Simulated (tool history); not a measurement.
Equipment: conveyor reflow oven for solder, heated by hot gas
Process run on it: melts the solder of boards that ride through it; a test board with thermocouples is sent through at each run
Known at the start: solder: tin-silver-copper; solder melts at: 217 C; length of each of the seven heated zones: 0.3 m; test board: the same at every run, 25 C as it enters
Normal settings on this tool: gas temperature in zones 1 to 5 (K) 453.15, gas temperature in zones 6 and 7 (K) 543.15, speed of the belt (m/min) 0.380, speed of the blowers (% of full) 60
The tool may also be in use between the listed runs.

run   hour  gas temperature in zones 1 to 5 (K)  gas temperature in zones 6 and 7 (K)  speed of the belt (m/min)  speed of the blowers (% of full)  highest temperature of the board (K)  time above the solder's melting point (s)
  1    0.0                               453.15                                543.15                      0.380                                60                                530.05                                       78.3
  2    8.2                               453.15                                543.15                      0.380                                60                                530.15                                       77.6
  3   14.7                               453.15                                543.15                      0.380                                60                                530.25                                       78.1
  4   23.8                               453.15                                543.15                      0.380                                60                                529.95                                       77.8
  5   28.5                               453.15                                543.15                      0.380                                60                                529.95                                       78.5
  6   32.3                               453.15                                543.15                      0.380                                60                                529.95                                       78.9
  7   38.3                               453.15                                543.15                      0.380                                60                                530.05                                       78.0
  8   47.0                               465.15                                543.15                      0.380                                60                                532.15                                       85.8
  9   52.6                               453.15                                543.15                      0.380                                79                                533.55                                       80.7
 10   60.7                               453.15                                543.15                      0.380                                60                                530.25                                       78.2
 11   65.5                               453.15                                543.15                      0.380                                60                                530.25                                       78.5
 12   72.2                               453.15                                543.15                      0.380                                60                                530.35                                       78.1
 13   78.6                               453.15                                543.15                      0.380                                60                                530.25                                       78.6
 14   86.5                               460.15                                543.15                      0.380                                82                                534.25                                       85.3
 15   95.0                               453.15                                543.15                      0.390                                75                                531.85                                       77.3
 16  101.7                               453.15                                543.15                      0.390                                75                                531.95                                       77.4
 17  106.4                               453.15                                543.15                      0.390                                75                                531.95                                       78.5
 18  112.8                               465.15                                550.15                      0.354                                75                                542.25                                       97.9
 19  121.7                               465.15                                550.15                      0.354                                75                                542.05                                       98.2
 20  130.6                               465.15                                550.15                      0.354                                75                                542.15                                       97.3

Below are 4 alternative next runs, each starting from the tool's condition after run 20. Predict each:
  A  138.4                               465.15                                537.15                      0.354                                75                                     ?                                          ?
  B  138.4                               453.15                                532.15                      0.438                                60                                     ?                                          ?
  C  138.4                               453.15                                540.15                      0.380                                60                                     ?                                          ?
  D  138.4                               453.15                                544.15                      0.326                                60                                     ?                                          ?

run  highest temperature of the board (K)  time above the solder's melting point (s)
  A                                530.45                                       92.2
  B                                516.65                                       55.2
  C                                527.75                                       76.6
  D                                534.85                                       96.5
Stripped of hidden state, with their random variation kept, the same runs would have yielded:
run  highest temperature of the board (K)  time above the solder's melting point (s)
  A                                530.45                                       92.2
  B                                516.65                                       55.2
  C                                527.75                                       76.6
  D                                534.75                                       96.5
